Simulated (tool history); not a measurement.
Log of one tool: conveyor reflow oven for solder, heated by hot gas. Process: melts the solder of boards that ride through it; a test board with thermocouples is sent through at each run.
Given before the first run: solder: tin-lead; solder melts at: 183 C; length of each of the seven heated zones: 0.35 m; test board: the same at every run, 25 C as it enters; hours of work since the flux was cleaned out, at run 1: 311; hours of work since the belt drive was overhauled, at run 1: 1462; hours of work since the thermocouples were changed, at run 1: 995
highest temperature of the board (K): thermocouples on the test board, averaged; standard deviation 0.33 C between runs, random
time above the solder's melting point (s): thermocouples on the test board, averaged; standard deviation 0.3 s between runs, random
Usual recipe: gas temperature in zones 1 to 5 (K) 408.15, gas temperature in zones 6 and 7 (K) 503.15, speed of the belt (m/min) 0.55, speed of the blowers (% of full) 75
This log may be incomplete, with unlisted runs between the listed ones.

run    hour  gas temperature in zones 1 to 5 (K)  gas temperature in zones 6 and 7 (K)  speed of the belt (m/min)  speed of the blowers (% of full)  hours of work since the flux was cleaned out  hours of work since the belt drive was overhauled  hours of work since the thermocouples were changed  highest temperature of the board (K)  time above the solder's melting point (s)
  1       0                               408.15                                503.15                       0.55                                75                                           311                                               1462                                                 995                                484.25                                       54.1
       22.8  -- thermocouples of zones 6 and 7 changed
         39  -- belt drive overhauled, speed set with a stopwatch
  2    55.8                               408.15                                503.15                       0.55                                75                                           347                                                 12                                                  21                                487.05                                       53.8
  3   119.8                               408.15                                503.15                       0.55                                75                                           393                                                 58                                                  67                                486.85                                       53.5
  4   178.8                               407.15                                503.15                       0.55                                75                                           435                                                100                                                 109                                486.35                                       52.5
      240.7  -- flux residue cleaned out of gas plates and filters
  5   240.9                               407.15                                503.15                       0.55                                75                                             0                                                141                                                 150                                483.75                                       49.4
  6   312.5                               408.15                                503.15                       0.55                                75                                            52                                                193                                                 202                                483.15                                       49.5
  7   397.5                               408.15                                503.15                       0.55                                75                                           113                                                254                                                 263                                481.95                                       48.1
  8   437.7                               408.15                                503.15                       0.55                                75                                           141                                                283                                                 292                                481.45                                       48.1
  9   507.7                               408.15                                503.15                       0.55                                75                                           192                                                333                                                 342                                481.65                                         47
 10   550.9                               408.15                                503.15                       0.55                                75                                           223                                                364                                                 373                                481.25                                       46.6
 11     637                               408.15                                510.15                       0.55                                75                                           285                                                426                                                 435                                485.55                                       51.4
      677.3  -- flux residue cleaned out of gas plates and filters, once more
 12   731.8                               408.15                                510.15                       0.55                                75                                            39                                                490                                                 499                                495.45                                       60.6
 13   820.8                               408.15                                510.15                       0.55                                75                                           103                                                554                                                 563                                494.85                                       60.7
 14   872.9                               408.15                                510.15                       0.55                                75                                           140                                                592                                                 600                                494.05                                       60.4
 15   949.5                               408.15                                510.15                       0.55                                75                                           195                                                647                                                 655                                493.35                                       59.8
 16  1014.4                               398.15                                510.15                      0.574                                58                                           242                                                693                                                 702                                485.15                                       46.4
 17  1057.9                               398.15                                510.15                      0.574                                58                                           273                                                724                                                 733                                484.95                                       46.6
 18  1145.2                               410.15                                493.15                       0.55                                65                                           336                                                787                                                 796                                475.55                                       43.5
 19  1237.7                               419.15                                493.15                       0.55                                76                                           402                                                854                                                 862                                477.85                                       51.1
 20  1326.3                               419.15                                493.15                       0.55                                76                                           466                                                917                                                 926                                477.75                                         50
     1340.1  -- flux residue cleaned out of gas plates and filters
 21  1377.4                               411.15                                500.15                       0.55                                76                                            27                                                950                                                 959                                485.75                                       56.1
 22  1427.7                               408.15                                503.15                       0.55                                84                                            63                                                986                                                 995                                488.95                                       57.5
     1449.3  -- thermocouples of zones 6 and 7 changed
 23  1522.5                               415.15                                503.15                      0.442                                57                                           130                                               1053                                                  53                                493.05                                       78.9
 24  1603.8                               415.15                                503.15                      0.501                                62                                           188                                               1111                                                 111                                490.45                                         67
 25  1659.3                               408.15                                503.15                      0.489                                75                                           228                                               1151                                                 151                                491.95                                       67.4
 26    1752                               408.15                                503.15                      0.582                                75                                           294                                               1218                                                 217                                486.05                                       50.6

What will run 27 give?
 27  1808.1                               408.15                                503.15                      0.582                                75                                           335                                               1258                                                 258                                     ?                                          ?

{"run 27": {"highest temperature of the board (K)": 485.05, "time above the solder's melting point (s)": 50.7}}
Minus the tool's unlogged condition, the same run would have read highest temperature of the board (K) 488.45, time above the solder's melting point (s) 52.6.
